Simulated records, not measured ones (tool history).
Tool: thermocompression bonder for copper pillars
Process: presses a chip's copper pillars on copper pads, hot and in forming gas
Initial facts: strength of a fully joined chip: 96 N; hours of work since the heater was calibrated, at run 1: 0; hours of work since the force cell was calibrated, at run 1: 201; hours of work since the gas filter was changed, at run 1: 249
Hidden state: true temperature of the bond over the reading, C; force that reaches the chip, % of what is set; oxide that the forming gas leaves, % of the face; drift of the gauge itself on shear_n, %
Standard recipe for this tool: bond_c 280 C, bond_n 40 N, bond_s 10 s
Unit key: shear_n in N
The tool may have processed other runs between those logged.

run,hour,bond_c,bond_n,bond_s,hours of work since the heater was calibrated,hours of work since the force cell was calibrated,hours of work since the gas filter was changed,shear_n
1,0.0,280,40,10,0,201,249,54.6
2,17.3,280,48,10,12,213,260,60.6
3,30.2,280,40,6,20,221,268,46.9
4,44.0,280,40,6,29,230,277,46.5
5,57.3,280,40,6,37,238,285,46.4
6,71.5,280,40,6,46,247,295,45.1
7,84.9,295,40,10,55,256,303,62.2
8,92.9,295,40,10,60,261,308,61.5
9,104.3,295,40,10,68,268,316,61.2
10,113.3,295,40,10,73,274,321,61.9
11,128.6,295,40,10,83,284,331,60.9
12,136.1,295,40,10,88,289,336,60.7
13,143.6,295,40,10,93,294,341,60.7
14,160.3,295,52,10,104,305,352,67.2
15,173.3,295,52,10,112,313,360,68.0
16,187.8,280,40,5,121,322,369,42.5
17,197.5,280,40,10,127,328,376,52.8
18,213.4,280,40,10,138,339,386,53.0
19,229.0,280,40,10,148,349,396,53.3
20,241.6,280,40,10,156,357,404,54.1
21,254.3,280,40,10,164,365,412,53.4
22,262.4,280,40,10,169,370,417,52.8
23,279.5,280,42,10,180,381,428,55.1
24,288.4,280,42,10,186,387,434,53.3
25,297.4,280,38,11,192,393,440,53.0
26,305.0,280,38,11,197,397,445,52.1
# hour 314.1: forming gas filter changed
27,316.6,272,45,14,204,405,2,63.2
28,330.4,265,31,10,213,413,10,42.1
29,340.7,265,33,7,219,420,17,39.2
30,348.3,257,40,10,224,425,22,44.9
31,365.1,255,44,14,235,436,33,53.2
32,377.9,255,44,14,243,444,41,52.7
33,389.3,255,44,14,250,451,48,51.9
34,401.2,280,58,10,258,459,56,68.6
35,415.0,280,40,30,267,468,65,75.1
36,422.6,280,40,30,272,473,70,75.1
37,439.8,280,34,10,283,484,81,52.5
38,452.9,280,34,10,291,492,89,51.6
39,461.8,280,37,10,297,498,95,53.6

For each run, the measured value with the value that run would have given without the tool's hidden condition subtracted. The run-to-run variation is shared by both, the gauge scatter possibly not:
run,shear_n
1,-1.5
2,-2.0
3,-1.4
4,-1.5
5,-1.6
6,-1.7
7,-2.7
8,-2.8
9,-2.9
10,-2.9
11,-3.1
12,-3.1
13,-3.2
14,-3.9
15,-4.1
16,-2.3
17,-3.1
18,-3.2
19,-3.4
20,-3.5
21,-3.6
22,-3.7
23,-3.9
24,-4.0
25,-3.9
26,-3.9
27,+0.7
28,+0.5
29,+0.4
30,+0.4
31,+0.3
32,+0.2
33,+0.2
34,-0.1
35,-0.4
36,-0.5
37,-0.3
38,-0.3
39,-0.4
